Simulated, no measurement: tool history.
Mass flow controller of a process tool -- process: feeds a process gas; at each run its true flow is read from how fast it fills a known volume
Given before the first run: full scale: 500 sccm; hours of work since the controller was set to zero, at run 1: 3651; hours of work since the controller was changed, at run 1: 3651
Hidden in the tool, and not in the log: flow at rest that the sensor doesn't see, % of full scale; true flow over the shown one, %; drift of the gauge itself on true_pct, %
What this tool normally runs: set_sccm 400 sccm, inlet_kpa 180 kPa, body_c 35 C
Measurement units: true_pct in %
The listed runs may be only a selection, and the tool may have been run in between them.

| run | day | set_sccm | inlet_kpa | body_c | hours of work since the controller was set to zero | hours of work since the controller was changed | true_pct |
|---|---|---|---|---|---|---|---|
| 1 | 0 | 400 | 180 | 35 | 3651 | 3651 | 100.01 |
| 2 | 8.042 | 400 | 180 | 35 | 3718 | 3718 | 100.04 |
| 3 | 17.612 | 159 | 180 | 35 | 3798 | 3798 | 98.22 |
| 4 | 23.688 | 159 | 180 | 35 | 3849 | 3849 | 98.25 |
| 5 | 31.25 | 400 | 180 | 21 | 3912 | 3912 | 99.02 |
| 6 | 45.412 | 189 | 180 | 35 | 4030 | 4030 | 98.51 |
| 7 | 56.354 | 189 | 273 | 35 | 4121 | 4121 | 98.3 |
| 8 | 63.912 | 189 | 273 | 35 | 4184 | 4184 | 98.34 |
| 9 | 74.662 | 189 | 273 | 35 | 4273 | 4273 | 98.4 |
| 10 | 85.879 | 189 | 273 | 35 | 4367 | 4367 | 98.34 |
| 11 | 97.438 | 400 | 180 | 20 | 4463 | 4463 | 98.92 |
| 12 | 110.05 | 400 | 180 | 20 | 4568 | 4568 | 99.03 |
| 13 | 118.783 | 196 | 221 | 20 | 4641 | 4641 | 97.51 |
| 14 | 129.517 | 400 | 236 | 35 | 4730 | 4730 | 99.96 |
| 15 | 137.192 | 400 | 236 | 35 | 4794 | 4794 | 99.86 |
| 16 | 145.025 | 400 | 236 | 35 | 4860 | 4860 | 99.85 |
| 17 | 158.688 | 400 | 236 | 35 | 4973 | 4973 | 99.94 |
| 18 | 168.067 | 385 | 180 | 24 | 5052 | 5052 | 99.21 |
| 19 | 182.821 | 385 | 180 | 24 | 5174 | 5174 | 99.04 |
| 20 | 196.692 | 95 | 180 | 24 | 5290 | 5290 | 97.27 |
| 21 | 204.067 | 95 | 180 | 24 | 5352 | 5352 | 97.32 |

Predict each of these 3 candidate next runs independently; none follows another, all start after run 21:
| A | 212.254 | 384 | 225 | 25 | 5420 | 5420 | ? |
| B | 212.254 | 338 | 180 | 24 | 5420 | 5420 | ? |
| C | 212.254 | 243 | 189 | 28 | 5420 | 5420 | ? |

| run | true_pct |
|---|---|
| A | 99.07 |
| B | 98.8 |
| C | 98.45 |
With the hidden condition removed and each run's random variation left untouched, the same runs would have given:
| run | true_pct |
|---|---|
| A | 99.07 |
| B | 98.8 |
| C | 98.46 |
